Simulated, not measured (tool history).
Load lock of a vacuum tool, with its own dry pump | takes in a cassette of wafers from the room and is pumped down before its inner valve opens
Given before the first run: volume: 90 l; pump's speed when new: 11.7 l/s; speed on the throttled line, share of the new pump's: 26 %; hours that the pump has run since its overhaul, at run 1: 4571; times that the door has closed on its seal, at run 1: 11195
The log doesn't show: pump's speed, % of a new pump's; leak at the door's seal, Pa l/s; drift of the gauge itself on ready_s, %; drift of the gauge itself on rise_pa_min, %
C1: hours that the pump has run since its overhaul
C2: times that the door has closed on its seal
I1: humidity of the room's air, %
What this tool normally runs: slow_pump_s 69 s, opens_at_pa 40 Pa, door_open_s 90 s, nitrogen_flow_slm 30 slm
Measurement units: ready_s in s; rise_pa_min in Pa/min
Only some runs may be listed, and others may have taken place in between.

Run 1, day 0.000: usual settings; C1 4571; C2 11195; I1 41.2. Result: ready_s 113.7 s, rise_pa_min 0.231 Pa/min.
Run 2, day 11.900: usual settings but opens_at_pa 42 Pa; C1 4857; C2 12077; I1 45.4. Result: ready_s 114.1 s, rise_pa_min 0.251 Pa/min.
Run 3, day 33.554: usual settings but opens_at_pa 42 Pa; C1 5376; C2 13682; I1 44.5. Result: ready_s 113.2 s, rise_pa_min 0.292 Pa/min.
Run 4, day 54.071: usual settings but opens_at_pa 42 Pa; C1 5869; C2 15203; I1 42.8. Result: ready_s 114.2 s, rise_pa_min 0.317 Pa/min.
Run 5, day 69.592: usual settings but opens_at_pa 42 Pa; C1 6241; C2 16353; I1 44.3. Result: ready_s 113.2 s, rise_pa_min 0.366 Pa/min.
Run 6, day 91.858: usual settings but slow_pump_s 94 s; C1 6776; C2 18003; I1 45.3. Result: ready_s 133.7 s, rise_pa_min 0.419 Pa/min.
Run 7, day 112.750: usual settings but opens_at_pa 59 Pa; C1 7277; C2 19552; I1 46.1. Result: ready_s 110.3 s, rise_pa_min 0.465 Pa/min.
Run 8, day 128.133: usual settings but nitrogen_flow_slm 41 slm; C1 7646; C2 20692; I1 45.8. Result: ready_s 115.5 s, rise_pa_min 0.509 Pa/min.
Run 9, day 141.567: usual settings; C1 7969; C2 21688; I1 48.6. Result: ready_s 116.5 s, rise_pa_min 0.559 Pa/min.
Run 10, day 163.288: usual settings; C1 8490; C2 23298; I1 45.2. Result: ready_s 114.7 s, rise_pa_min 0.627 Pa/min.
Run 11, day 178.312: usual settings; C1 8851; C2 24412; I1 47.8. Result: ready_s 115.1 s, rise_pa_min 0.659 Pa/min.
At day 185.458: door's seal changed, seat wiped.
Run 12, day 195.079: usual settings; C1 9252; C2 713; I1 45.2. Result: ready_s 116.5 s, rise_pa_min 0.023 Pa/min.
Run 13, day 216.946: usual settings; C1 9776; C2 2334; I1 44.3. Result: ready_s 115.4 s, rise_pa_min 0.042 Pa/min.
Run 14, day 234.771: usual settings; C1 10204; C2 3655; I1 44.7. Result: ready_s 116.4 s, rise_pa_min 0.055 Pa/min.
Run 15, day 256.354: usual settings; C1 10722; C2 5255; I1 44.9. Result: ready_s 118.0 s, rise_pa_min 0.077 Pa/min.
Run 16, day 275.133: usual settings; C1 11173; C2 6647; I1 46.2. Result: ready_s 118.3 s, rise_pa_min 0.104 Pa/min.
Run 17, day 289.483: usual settings; C1 11517; C2 7710; I1 42.5. Result: ready_s 118.7 s, rise_pa_min 0.119 Pa/min.
Run 18, day 311.800: usual settings; C1 12053; C2 9364; I1 42.6. Result: ready_s 118.9 s, rise_pa_min 0.149 Pa/min.
Run 19, day 321.088: usual settings; C1 12276; C2 10053; I1 44.9. Result: ready_s 119.5 s, rise_pa_min 0.174 Pa/min.
Run 20, day 341.142: usual settings but slow_pump_s 37 s, opens_at_pa 62 Pa, door_open_s 130 s, nitrogen_flow_slm 17 slm; C1 12757; C2 11539; I1 43.5. Result: ready_s 92.7 s, rise_pa_min 0.212 Pa/min.
Run 21, day 362.683: usual settings but slow_pump_s 37 s, opens_at_pa 62 Pa, door_open_s 130 s, nitrogen_flow_slm 17 slm; C1 13274; C2 13136; I1 48.0. Result: ready_s 92.7 s, rise_pa_min 0.254 Pa/min.
Run 22, day 379.154: usual settings but door_open_s 99 s; C1 13669; C2 14357; I1 47.7. Result: ready_s 120.8 s, rise_pa_min 0.281 Pa/min.
Run 23, day 388.775: usual settings but slow_pump_s 56 s, opens_at_pa 69 Pa, door_open_s 28 s, nitrogen_flow_slm 22 slm; C1 13900; C2 15070; I1 46.5. Result: ready_s 104.6 s, rise_pa_min 0.293 Pa/min.
Run 24, day 402.333: usual settings but slow_pump_s 63 s, door_open_s 40 s, nitrogen_flow_slm 21 slm; C1 14226; C2 16075; I1 45.4. Result: ready_s 114.8 s, rise_pa_min 0.326 Pa/min.
Run 25, day 414.383: usual settings but door_open_s 91 s; C1 14515; C2 16968; I1 46.0. Result: ready_s 119.3 s, rise_pa_min 0.349 Pa/min.
Run 26, day 433.450: usual settings but slow_pump_s 72 s, opens_at_pa 49 Pa, door_open_s 219 s; C1 14973; C2 18381; I1 43.7. Result: ready_s 119.3 s, rise_pa_min 0.407 Pa/min.
Run 27, day 447.854: usual settings but slow_pump_s 40 s, opens_at_pa 29 Pa, door_open_s 39 s, nitrogen_flow_slm 14 slm; C1 15318; C2 19449; I1 46.6. Result: ready_s 102.5 s, rise_pa_min 0.435 Pa/min.
Run 28, day 465.175: usual settings but opens_at_pa 49 Pa, door_open_s 26 s, nitrogen_flow_slm 21 slm; C1 15734; C2 20733; I1 47.6. Result: ready_s 118.8 s, rise_pa_min 0.476 Pa/min.
Run 29, day 486.246: usual settings but opens_at_pa 49 Pa, door_open_s 32 s, nitrogen_flow_slm 21 slm; C1 16240; C2 22295; I1 45.5. Result: ready_s 118.3 s, rise_pa_min 0.532 Pa/min.
Run 30, day 504.967: usual settings but opens_at_pa 60 Pa, door_open_s 27 s; C1 16689; C2 23682; I1 48.4. Result: ready_s 116.8 s, rise_pa_min 0.578 Pa/min.
Run 31, day 520.504: usual settings but nitrogen_flow_slm 11 slm; C1 17062; C2 24834; I1 49.5. Result: ready_s 121.4 s, rise_pa_min 0.653 Pa/min.
At day 522.308: door's seal changed, seat wiped.
Run 32, day 540.771: usual settings but nitrogen_flow_slm 18 slm; C1 17547; C2 1369; I1 43.5. Result: ready_s 122.2 s, rise_pa_min 0.029 Pa/min.
Run 33, day 562.038: usual settings but slow_pump_s 62 s, opens_at_pa 35 Pa, door_open_s 128 s; C1 18057; C2 2945; I1 44.6. Result: ready_s 119.8 s, rise_pa_min 0.047 Pa/min.
Run 34, day 579.058: usual settings but slow_pump_s 62 s, opens_at_pa 35 Pa, door_open_s 128 s; C1 18466; C2 4207; I1 43.9. Result: ready_s 119.1 s, rise_pa_min 0.063 Pa/min.
Run 35, day 589.454: usual settings but slow_pump_s 132 s, opens_at_pa 41 Pa; C1 18715; C2 4977; I1 47.3. Result: ready_s 164.2 s, rise_pa_min 0.071 Pa/min.
Run 36, day 599.396: usual settings but slow_pump_s 132 s, opens_at_pa 41 Pa; C1 18954; C2 5714; I1 40.8. Result: ready_s 165.3 s, rise_pa_min 0.082 Pa/min.
Run 37, day 611.062: usual settings but slow_pump_s 132 s, opens_at_pa 41 Pa, door_open_s 208 s, nitrogen_flow_slm 22 slm; C1 19234; C2 6579; I1 45.5. Result: ready_s 165.1 s, rise_pa_min 0.103 Pa/min.

Across each entry between runs, compare the hidden state at the last listed run before it with the hidden state at the first listed run after it:
Runs 11 to 12: door's seal changed, seat wiped (day 185.458)
  pump's speed, % of a new pump's: 90.1 -> 89.7; leak at the door's seal, Pa l/s: 0.9837 -> 0.011
  measured minus no-state result, ready_s: +4.6 -> +4.9 s; rise_pa_min: +0.645 -> +0.006 Pa/min
Runs 31 to 32: door's seal changed, seat wiped (day 522.308)
  pump's speed, % of a new pump's: 80.9 -> 80.3; leak at the door's seal, Pa l/s: 0.9495 -> 0.0199
  measured minus no-state result, ready_s: +10.1 -> +10.4 s; rise_pa_min: +0.625 -> +0.012 Pa/min
